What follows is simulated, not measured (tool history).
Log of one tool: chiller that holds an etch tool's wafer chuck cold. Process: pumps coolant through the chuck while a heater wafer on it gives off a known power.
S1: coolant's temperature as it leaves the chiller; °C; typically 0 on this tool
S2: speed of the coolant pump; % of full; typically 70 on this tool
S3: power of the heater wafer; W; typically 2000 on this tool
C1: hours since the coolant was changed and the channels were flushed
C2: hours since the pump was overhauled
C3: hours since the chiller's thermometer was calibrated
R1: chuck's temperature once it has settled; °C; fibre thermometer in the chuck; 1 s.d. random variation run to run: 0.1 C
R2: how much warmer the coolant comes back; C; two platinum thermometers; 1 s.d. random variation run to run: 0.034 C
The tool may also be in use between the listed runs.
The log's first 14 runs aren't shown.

{"run": 15, "hour": 293.3, "S1": 0, "S2": 70, "S3": 2000, "C1": 2999, "C2": 624, "C3": 2999, "R1": 14.6, "R2": 5.22}
{"run": 16, "hour": 321.7, "S1": 0, "S2": 70, "S3": 2000, "C1": 3027, "C2": 653, "C3": 3027, "R1": 14.6, "R2": 5.28}
{"run": 17, "hour": 337.2, "S1": 9, "S2": 70, "S3": 2000, "C1": 3042, "C2": 668, "C3": 3042, "R1": 23.4, "R2": 5.25}
{"run": 18, "hour": 360.2, "S1": 9, "S2": 70, "S3": 2000, "C1": 3065, "C2": 691, "C3": 3065, "R1": 23.3, "R2": 5.29}
{"run": 19, "hour": 374.0, "S1": 9, "S2": 70, "S3": 2000, "C1": 3079, "C2": 705, "C3": 3079, "R1": 23.5, "R2": 5.26}
{"run": 20, "hour": 395.2, "S1": 9, "S2": 70, "S3": 2000, "C1": 3100, "C2": 726, "C3": 3100, "R1": 23.3, "R2": 5.31}
{"run": 21, "hour": 425.3, "S1": -5, "S2": 70, "S3": 2000, "C1": 3131, "C2": 756, "C3": 3131, "R1": 9.5, "R2": 5.32}
{"run": 22, "hour": 448.2, "S1": -3, "S2": 91, "S3": 2011, "C1": 3153, "C2": 779, "C3": 3153, "R1": 8.8, "R2": 3.99}
{"run": 23, "hour": 472.4, "S1": -3, "S2": 76, "S3": 1838, "C1": 3178, "C2": 803, "C3": 3178, "R1": 9.5, "R2": 4.51}
{"run": 24, "hour": 499.7, "S1": 1, "S2": 67, "S3": 1253, "C1": 3205, "C2": 831, "C3": 3205, "R1": 10.3, "R2": 3.53}
{"run": 25, "hour": 519.5, "S1": -7, "S2": 91, "S3": 1253, "C1": 3225, "C2": 850, "C3": 3225, "R1": 0.5, "R2": 2.62}
{"run": 26, "hour": 533.1, "S1": -7, "S2": 88, "S3": 1253, "C1": 3238, "C2": 864, "C3": 3238, "R1": 0.5, "R2": 2.64}
{"run": 27, "hour": 551.2, "S1": -8, "S2": 88, "S3": 1253, "C1": 3256, "C2": 882, "C3": 3256, "R1": -0.4, "R2": 2.69}
{"run": 28, "hour": 580.6, "S1": -8, "S2": 88, "S3": 1253, "C1": 3286, "C2": 911, "C3": 3286, "R1": -0.3, "R2": 2.76}
{"run": 29, "hour": 603.1, "S1": -6, "S2": 81, "S3": 2857, "C1": 3308, "C2": 934, "C3": 3308, "R1": 12.6, "R2": 6.49}
{"run": 30, "hour": 631.0, "S1": 0, "S2": 70, "S3": 1950, "C1": 3336, "C2": 962, "C3": 3336, "R1": 14.1, "R2": 5.23}
{"run": 31, "hour": 655.8, "S1": -2, "S2": 85, "S3": 2780, "C1": 3361, "C2": 987, "C3": 3361, "R1": 15.3, "R2": 6.04}

3 options for the next run, each taken on its own from the tool as it stands now. Forecast them:
{"run": "A", "hour": 677.2, "S1": -4, "S2": 63, "S3": 2814, "C1": 3382, "C2": 1008, "C3": 3382, "R1": "?", "R2": "?"}
{"run": "B", "hour": 677.2, "S1": 8, "S2": 86, "S3": 2000, "C1": 3382, "C2": 1008, "C3": 3382, "R1": "?", "R2": "?"}
{"run": "C", "hour": 677.2, "S1": 0, "S2": 70, "S3": 1849, "C1": 3382, "C2": 1008, "C3": 3382, "R1": "?", "R2": "?"}

run=A R1=18.2 R2=8.37
run=B R1=20.2 R2=4.38
run=C R1=13.4 R2=5.02
Had the tool no hidden state, the same runs would have come out as:
run=A R1=18.1 R2=8.11
run=B R1=20.2 R2=4.12
run=C R1=13.4 R2=4.77
